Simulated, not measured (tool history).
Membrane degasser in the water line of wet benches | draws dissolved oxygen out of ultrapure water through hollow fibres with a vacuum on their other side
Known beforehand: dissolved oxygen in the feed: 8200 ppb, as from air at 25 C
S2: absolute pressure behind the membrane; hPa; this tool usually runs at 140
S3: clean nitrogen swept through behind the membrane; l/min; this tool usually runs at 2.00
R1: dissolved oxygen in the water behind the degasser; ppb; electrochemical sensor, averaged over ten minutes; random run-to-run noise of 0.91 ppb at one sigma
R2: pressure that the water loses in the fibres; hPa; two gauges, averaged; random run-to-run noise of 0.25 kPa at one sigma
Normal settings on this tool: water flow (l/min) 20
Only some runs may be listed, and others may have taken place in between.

run 1 day=0.000 | water_flow_(l/min)=20 S2=140 S3=2.00 | R1=259.9 R2=704.0
run 2 day=6.296 | water_flow_(l/min)=20 S2=140 S3=2.00 | R1=260.8 R2=703.7
-- day=12.204 seals of the vacuum lines changed
run 3 day=15.233 | water_flow_(l/min)=20 S2=140 S3=2.00 | R1=257.9 R2=703.3
run 4 day=25.383 | water_flow_(l/min)=20 S2=140 S3=2.00 | R1=258.6 R2=704.1
run 5 day=37.504 | water_flow_(l/min)=20 S2=140 S3=2.00 | R1=260.4 R2=705.7
run 6 day=45.433 | water_flow_(l/min)=20 S2=140 S3=2.00 | R1=258.5 R2=704.4
run 7 day=50.658 | water_flow_(l/min)=20 S2=140 S3=2.88 | R1=186.6 R2=709.8
run 8 day=58.025 | water_flow_(l/min)=20 S2=175 S3=2.00 | R1=334.9 R2=711.6
run 9 day=63.546 | water_flow_(l/min)=29 S2=140 S3=2.00 | R1=389.9 R2=1031.3
run 10 day=70.212 | water_flow_(l/min)=29 S2=140 S3=2.00 | R1=391.2 R2=1027.5
run 11 day=76.042 | water_flow_(l/min)=29 S2=140 S3=2.00 | R1=393.0 R2=1032.7
run 12 day=81.338 | water_flow_(l/min)=20 S2=140 S3=2.29 | R1=230.9 R2=706.2
run 13 day=87.862 | water_flow_(l/min)=20 S2=140 S3=2.29 | R1=230.4 R2=708.1
run 14 day=96.954 | water_flow_(l/min)=13 S2=148 S3=2.05 | R1=177.6 R2=462.0
-- day=99.058 vacuum gauge calibrated
run 15 day=108.804 | water_flow_(l/min)=25 S2=133 S3=1.25 | R1=453.6 R2=893.0
run 16 day=118.462 | water_flow_(l/min)=25 S2=133 S3=1.25 | R1=458.9 R2=894.2

What does the tool deliver on the next run?
run 17 day=130.338 | water_flow_(l/min)=21 S2=140 S3=2.00 | R1=? R2=?

Logged for run 17: R1 273.2 ppb, R2 748.8 hPa.
With the hidden condition absent and the run-to-run variation left alone, this run would have shown R1 268.0 ppb, R2 705.3 hPa.
